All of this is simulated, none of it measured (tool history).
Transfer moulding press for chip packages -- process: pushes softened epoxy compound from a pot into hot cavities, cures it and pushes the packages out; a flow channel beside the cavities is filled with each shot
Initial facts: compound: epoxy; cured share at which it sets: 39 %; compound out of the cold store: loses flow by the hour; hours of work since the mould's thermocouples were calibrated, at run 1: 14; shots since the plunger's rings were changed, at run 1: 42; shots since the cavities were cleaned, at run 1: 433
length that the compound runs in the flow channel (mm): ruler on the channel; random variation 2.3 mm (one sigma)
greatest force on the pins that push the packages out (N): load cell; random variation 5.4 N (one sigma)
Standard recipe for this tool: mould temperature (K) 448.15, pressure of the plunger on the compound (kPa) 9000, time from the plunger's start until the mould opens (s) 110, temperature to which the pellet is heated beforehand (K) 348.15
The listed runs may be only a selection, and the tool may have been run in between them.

run    day  mould temperature (K)  pressure of the plunger on the compound (kPa)  time from the plunger's start until the mould opens (s)  temperature to which the pellet is heated beforehand (K)  hours of work since the mould's thermocouples were calibrated  shots since the plunger's rings were changed  shots since the cavities were cleaned  incoming compound's hours out of the cold store  length that the compound runs in the flow channel (mm)  greatest force on the pins that push the packages out (N)
  1  0.000                 448.15                                           9000                                                      110                                                    348.15                                                             14                                            42                                    433                                              8.1                                                     936                                                        305
  2  0.475                 448.15                                           9000                                                      110                                                    347.15                                                             18                                           113                                    504                                             11.8                                                     924                                                        316
  3  0.933                 448.15                                           9000                                                      110                                                    347.15                                                             23                                           181                                    572                                             34.8                                                     835                                                        299
  4  1.238                 448.15                                          10540                                                      110                                                    348.15                                                             26                                           227                                    618                                             24.7                                                     941                                                        301
  5  1.579                 448.15                                          10540                                                      110                                                    348.15                                                             29                                           278                                    669                                             19.5                                                     959                                                        316
  6  1.862                 448.15                                          10540                                                      110                                                    348.15                                                             32                                           321                                    712                                             11.1                                                    1000                                                        333
     2.333  -- cavities cleaned with cleaning compound and waxed
  7  2.346                 448.15                                           9990                                                      110                                                    348.15                                                             36                                           384                                      1                                             41.6                                                     848                                                        205
  8  2.654                 448.15                                           9990                                                      110                                                    348.15                                                             39                                           431                                     48                                             31.0                                                     891                                                        223
  9  2.975                 448.15                                           9990                                                      110                                                    348.15                                                             42                                           479                                     96                                             22.1                                                     922                                                        245
 10  3.250                 448.15                                           9000                                                      110                                                    348.15                                                             44                                           520                                    137                                             15.5                                                     895                                                        246
 11  3.488                 448.15                                           9000                                                      110                                                    348.15                                                             47                                           555                                    172                                             37.9                                                     822                                                        234
 12  3.688                 448.15                                           9000                                                      110                                                    348.15                                                             49                                           586                                    203                                             25.0                                                     863                                                        247
 13  4.046                 448.15                                           9000                                                      110                                                    348.15                                                             52                                           639                                    256                                             25.4                                                     862                                                        268
 14  4.312                 448.15                                           9000                                                      110                                                    348.15                                                             55                                           679                                    296                                             11.4                                                     916                                                        280
 15  4.575                 448.15                                           9000                                                      110                                                    348.15                                                             57                                           718                                    335                                             12.5                                                     910                                                        281
 16  4.871                 448.15                                           9350                                                      110                                                    348.15                                                             60                                           763                                    380                                             32.7                                                     849                                                        284
 17  5.196                 444.15                                           9000                                                      118                                                    348.15                                                             63                                           812                                    429                                             27.7                                                     859                                                        310
 18  5.533                 440.15                                           7080                                                       97                                                    343.15                                                             67                                           862                                    479                                             35.9                                                     746                                                        604
 19  5.850                 447.15                                           9500                                                      110                                                    348.15                                                             70                                           910                                    527                                             33.9                                                     853                                                        309
 20  6.296                 447.15                                           9500                                                      110                                                    348.15                                                             74                                           977                                    594                                             15.2                                                     923                                                        322
 21  6.700                 448.15                                           9500                                                       95                                                    347.15                                                             78                                          1037                                    654                                             19.5                                                     906                                                        420
 22  7.150                 448.15                                           7020                                                      144                                                    351.15                                                             82                                          1105                                    722                                             16.6                                                     785                                                        242
 23  7.392                 446.15                                           7020                                                      142                                                    351.15                                                             85                                          1141                                    758                                             27.0                                                     755                                                        256
     7.579  -- cavities cleaned with cleaning compound and waxed
 24  7.921                 454.15                                           8740                                                      107                                                    342.15                                                             89                                          1211                                     51                                             15.1                                                     867                                                        187
 25  8.296                 454.15                                          10400                                                      110                                                    350.15                                                             93                                          1268                                    108                                             22.9                                                     913                                                        194
 26  8.538                 454.15                                           9640                                                      121                                                    342.15                                                             95                                          1303                                    143                                             40.3                                                     819                                                        193
 27  8.883                 454.15                                           9640                                                      121                                                    342.15                                                             98                                          1355                                    195                                             34.0                                                     836                                                        198
 28  9.142                 454.15                                           9640                                                      121                                                    342.15                                                            101                                          1394                                    234                                             24.2                                                     875                                                        204
 29  9.504                 449.15                                          10500                                                       94                                                    342.15                                                            104                                          1449                                    289                                             13.9                                                     966                                                        366
 30  9.879                 442.15                                          10310                                                      126                                                    358.15                                                            108                                          1505                                    345                                             12.6                                                     978                                                        294

Describe how what the log doesn't record of the tool's condition differs between the last listed run preceding each entry between runs and the first listed run following it.
Runs 6 to 7: cavities cleaned with cleaning compound and waxed (day 2.333)
  true mould temperature over the reading, C: 0.24 -> 0.25; pressure that reaches the compound, % of what is set: 99.15 -> 98.99; grip of the stained cavities, % over clean ones': 50.6 -> 2.7
  measured value less the no-hidden-state value, length that the compound runs in the flow channel (mm): -5 -> -4; greatest force on the pins that push the packages out (N): +111 -> +3
Runs 23 to 24: cavities cleaned with cleaning compound and waxed (day 7.579)
  true mould temperature over the reading, C: 0.36 -> 0.37; pressure that reaches the compound, % of what is set: 97.04 -> 96.87; grip of the stained cavities, % over clean ones': 50.6 -> 7.7
  measured value less the no-hidden-state value, length that the compound runs in the flow channel (mm): -12 -> -15; greatest force on the pins that push the packages out (N): +86 -> +12
